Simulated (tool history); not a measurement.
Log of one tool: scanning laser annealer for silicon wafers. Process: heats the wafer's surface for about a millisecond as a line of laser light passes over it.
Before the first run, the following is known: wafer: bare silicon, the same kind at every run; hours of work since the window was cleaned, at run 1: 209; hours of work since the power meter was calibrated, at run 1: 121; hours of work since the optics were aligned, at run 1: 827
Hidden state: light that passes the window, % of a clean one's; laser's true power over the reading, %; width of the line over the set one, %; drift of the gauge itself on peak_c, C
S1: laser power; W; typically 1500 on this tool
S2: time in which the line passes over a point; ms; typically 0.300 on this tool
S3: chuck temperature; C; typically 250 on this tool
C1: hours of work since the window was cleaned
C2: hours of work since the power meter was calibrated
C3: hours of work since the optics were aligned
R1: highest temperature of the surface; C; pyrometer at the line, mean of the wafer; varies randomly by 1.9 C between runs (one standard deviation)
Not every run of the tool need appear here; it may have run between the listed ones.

run 1 hour=0.0 | S1=1500 S2=0.300 S3=250 | C1=209 C2=121 C3=827 | R1=1078
run 2 hour=6.0 | S1=1500 S2=0.300 S3=250 | C1=212 C2=124 C3=830 | R1=1080
run 3 hour=14.4 | S1=1500 S2=0.300 S3=280 | C1=217 C2=129 C3=834 | R1=1109
run 4 hour=18.4 | S1=1500 S2=0.300 S3=260 | C1=219 C2=131 C3=836 | R1=1089
run 5 hour=24.5 | S1=1500 S2=0.300 S3=260 | C1=222 C2=134 C3=839 | R1=1088
run 6 hour=29.5 | S1=1500 S2=0.300 S3=250 | C1=224 C2=136 C3=842 | R1=1078
run 7 hour=34.0 | S1=1500 S2=0.300 S3=250 | C1=227 C2=139 C3=844 | R1=1077
run 8 hour=42.8 | S1=1500 S2=0.300 S3=250 | C1=231 C2=143 C3=849 | R1=1076
run 9 hour=47.1 | S1=1500 S2=0.300 S3=250 | C1=234 C2=146 C3=851 | R1=1078
run 10 hour=52.6 | S1=1500 S2=0.300 S3=250 | C1=237 C2=148 C3=854 | R1=1074
run 11 hour=57.6 | S1=1500 S2=0.237 S3=250 | C1=239 C2=151 C3=857 | R1=980
run 12 hour=62.6 | S1=1500 S2=0.237 S3=250 | C1=242 C2=154 C3=859 | R1=981
run 13 hour=69.8 | S1=1500 S2=0.237 S3=250 | C1=246 C2=157 C3=863 | R1=979
run 14 hour=78.2 | S1=1500 S2=0.237 S3=250 | C1=250 C2=162 C3=868 | R1=979
run 15 hour=82.7 | S1=1500 S2=0.237 S3=250 | C1=252 C2=164 C3=870 | R1=980
run 16 hour=89.9 | S1=1500 S2=0.300 S3=250 | C1=256 C2=168 C3=874 | R1=1076

The next listed run, before its measurement:
run 17 hour=97.9 | S1=1500 S2=0.300 S3=250 | C1=260 C2=172 C3=878 | R1=?

Logged for run 17: R1 1074 C.
The same run, on a tool lacking any hidden state, would have yielded R1 1097 C.

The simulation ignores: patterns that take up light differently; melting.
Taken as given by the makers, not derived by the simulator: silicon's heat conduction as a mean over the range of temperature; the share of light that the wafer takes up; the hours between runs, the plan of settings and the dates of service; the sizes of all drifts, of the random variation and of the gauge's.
